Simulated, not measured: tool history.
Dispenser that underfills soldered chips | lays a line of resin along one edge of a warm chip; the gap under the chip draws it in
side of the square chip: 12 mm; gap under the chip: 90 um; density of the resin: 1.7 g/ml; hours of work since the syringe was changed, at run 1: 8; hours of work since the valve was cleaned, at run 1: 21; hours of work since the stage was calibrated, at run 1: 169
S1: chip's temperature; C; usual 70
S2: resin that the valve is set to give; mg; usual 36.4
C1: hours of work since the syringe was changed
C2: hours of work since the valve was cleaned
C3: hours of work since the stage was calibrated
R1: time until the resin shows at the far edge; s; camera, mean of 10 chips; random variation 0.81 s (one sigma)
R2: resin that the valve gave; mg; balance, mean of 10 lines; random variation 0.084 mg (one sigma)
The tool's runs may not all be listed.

run 1 hour=0 | S1=70 S2=36.4 | C1=8 C2=21 C3=169 | R1=108 R2=35.9
-- hour=4.8 new syringe of resin
run 2 hour=5.8 | S1=70 S2=36.4 | C1=1 C2=25 C3=173 | R1=74.1 R2=35.94
run 3 hour=11.6 | S1=70 S2=36.4 | C1=4 C2=29 C3=177 | R1=89.3 R2=35.98
run 4 hour=14.7 | S1=70 S2=36.4 | C1=6 C2=31 C3=179 | R1=97.9 R2=35.81
run 5 hour=19.1 | S1=70 S2=36.4 | C1=9 C2=34 C3=182 | R1=115.7 R2=35.81
-- hour=21.8 new syringe of resin
run 6 hour=25 | S1=70 S2=36.4 | C1=2 C2=37 C3=185 | R1=80.2 R2=35.89
run 7 hour=27.8 | S1=67 S2=36.4 | C1=4 C2=39 C3=187 | R1=100.2 R2=35.71
run 8 hour=30.7 | S1=67 S2=36.4 | C1=6 C2=41 C3=189 | R1=115.1 R2=35.63
run 9 hour=37.3 | S1=67 S2=38.9 | C1=10 C2=45 C3=193 | R1=140.9 R2=38.01
-- hour=38.7 new syringe of resin
run 10 hour=43.9 | S1=68 S2=36.6 | C1=3 C2=49 C3=198 | R1=93 R2=35.83
-- hour=50.4 dispensing valve cleaned and set on the balance
run 11 hour=51.8 | S1=68 S2=36.6 | C1=8 C2=1 C3=202 | R1=118.3 R2=36.55
run 12 hour=55.3 | S1=68 S2=36.6 | C1=10 C2=3 C3=204 | R1=132.3 R2=36.6
-- hour=56.7 new syringe of resin
run 13 hour=59.6 | S1=69 S2=33.3 | C1=2 C2=6 C3=207 | R1=83 R2=33.13
run 14 hour=65.2 | S1=59 S2=33.5 | C1=6 C2=10 C3=211 | R1=164.3 R2=33.21

Forecast each of these 4 alternatives for the next run:
run A hour=68.2 | S1=68 S2=32.7 | C1=8 C2=11 C3=213 | R1=? R2=?
run B hour=68.2 | S1=59 S2=35.7 | C1=8 C2=11 C3=213 | R1=? R2=?
run C hour=68.2 | S1=58 S2=36.4 | C1=8 C2=11 C3=213 | R1=? R2=?
run D hour=68.2 | S1=67 S2=41.5 | C1=8 C2=11 C3=213 | R1=? R2=?

run=A R1=116.9 R2=32.53
run=B R1=180.7 R2=35.49
run=C R1=192.3 R2=36.19
run=D R1=118.6 R2=41.19
Without the tool's hidden state the same runs would have given:
run=A R1=84.4 R2=32.72
run=B R1=130.8 R2=35.69
run=C R1=139.2 R2=36.4
run=D R1=85.7 R2=41.43
